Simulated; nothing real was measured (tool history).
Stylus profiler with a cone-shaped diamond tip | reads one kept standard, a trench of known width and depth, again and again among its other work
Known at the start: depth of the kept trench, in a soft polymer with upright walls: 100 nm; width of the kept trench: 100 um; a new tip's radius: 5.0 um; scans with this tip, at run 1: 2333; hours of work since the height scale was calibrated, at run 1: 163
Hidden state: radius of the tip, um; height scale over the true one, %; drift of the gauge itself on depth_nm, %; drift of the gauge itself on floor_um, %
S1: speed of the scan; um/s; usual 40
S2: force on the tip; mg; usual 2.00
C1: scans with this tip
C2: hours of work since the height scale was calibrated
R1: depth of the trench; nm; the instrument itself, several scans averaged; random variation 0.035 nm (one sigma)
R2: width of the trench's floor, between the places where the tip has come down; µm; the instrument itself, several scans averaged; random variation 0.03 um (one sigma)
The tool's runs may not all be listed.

| run | day | S1 | S2 | C1 | C2 | R1 | R2 |
|---|---|---|---|---|---|---|---|
| 1 | 0.000 | 40 | 2.00 | 2333 | 163 | 101.11 | 97.81 |
| 2 | 2.725 | 139 | 2.00 | 2839 | 199 | 101.15 | 97.53 |
| 3 | 7.025 | 139 | 2.00 | 3637 | 255 | 101.03 | 97.49 |
| 4 | 11.504 | 139 | 2.00 | 4468 | 313 | 101.09 | 97.46 |
| 5 | 15.883 | 139 | 2.00 | 5280 | 370 | 101.07 | 97.41 |
| 6 | 18.800 | 139 | 2.00 | 5822 | 408 | 101.00 | 97.34 |
|  | 19.271 | height scale calibrated on a step standard |
| 7 | 20.954 | 139 | 2.00 | 6218 | 22 | 100.91 | 97.36 |
| 8 | 25.588 | 45 | 2.00 | 7077 | 82 | 100.94 | 97.61 |
| 9 | 28.846 | 40 | 2.14 | 7682 | 124 | 100.96 | 97.60 |
| 10 | 31.721 | 40 | 2.00 | 8216 | 162 | 100.91 | 97.58 |
| 11 | 35.258 | 95 | 0.87 | 8873 | 208 | 100.27 | 97.26 |
| 12 | 37.483 | 21 | 2.36 | 9285 | 237 | 101.09 | 97.58 |
| 13 | 39.858 | 21 | 2.36 | 9726 | 268 | 101.03 | 97.56 |
| 14 | 43.250 | 138 | 2.36 | 10355 | 312 | 100.96 | 97.20 |
|  | 44.342 | height scale calibrated on a step standard, once more |
| 15 | 48.196 | 138 | 2.36 | 11270 | 50 | 101.25 | 97.20 |
| 16 | 51.346 | 138 | 1.10 | 11854 | 91 | 100.74 | 96.99 |
| 17 | 54.829 | 35 | 2.54 | 12500 | 136 | 101.33 | 97.44 |
| 18 | 58.400 | 35 | 4.45 | 13163 | 183 | 101.98 | 97.50 |
| 19 | 60.508 | 35 | 4.45 | 13554 | 210 | 101.89 | 97.45 |
| 20 | 64.512 | 131 | 2.65 | 14297 | 262 | 101.23 | 97.17 |

Forecast each of these 4 alternatives for the next run:
| A | 68.392 | 57 | 0.70 | 15017 | 313 | ? | ? |
| B | 68.392 | 22 | 2.00 | 15017 | 313 | ? | ? |
| C | 68.392 | 59 | 2.36 | 15017 | 313 | ? | ? |
| D | 68.392 | 30 | 1.13 | 15017 | 313 | ? | ? |

| run | R1 | R2 |
|---|---|---|
| A | 100.37 | 97.19 |
| B | 101.11 | 97.34 |
| C | 101.15 | 97.31 |
| D | 100.63 | 97.32 |
Without the tool's hidden state the same runs would have given:
| run | R1 | R2 |
|---|---|---|
| A | 100.53 | 97.72 |
| B | 101.28 | 97.87 |
| C | 101.31 | 97.84 |
| D | 100.79 | 97.85 |
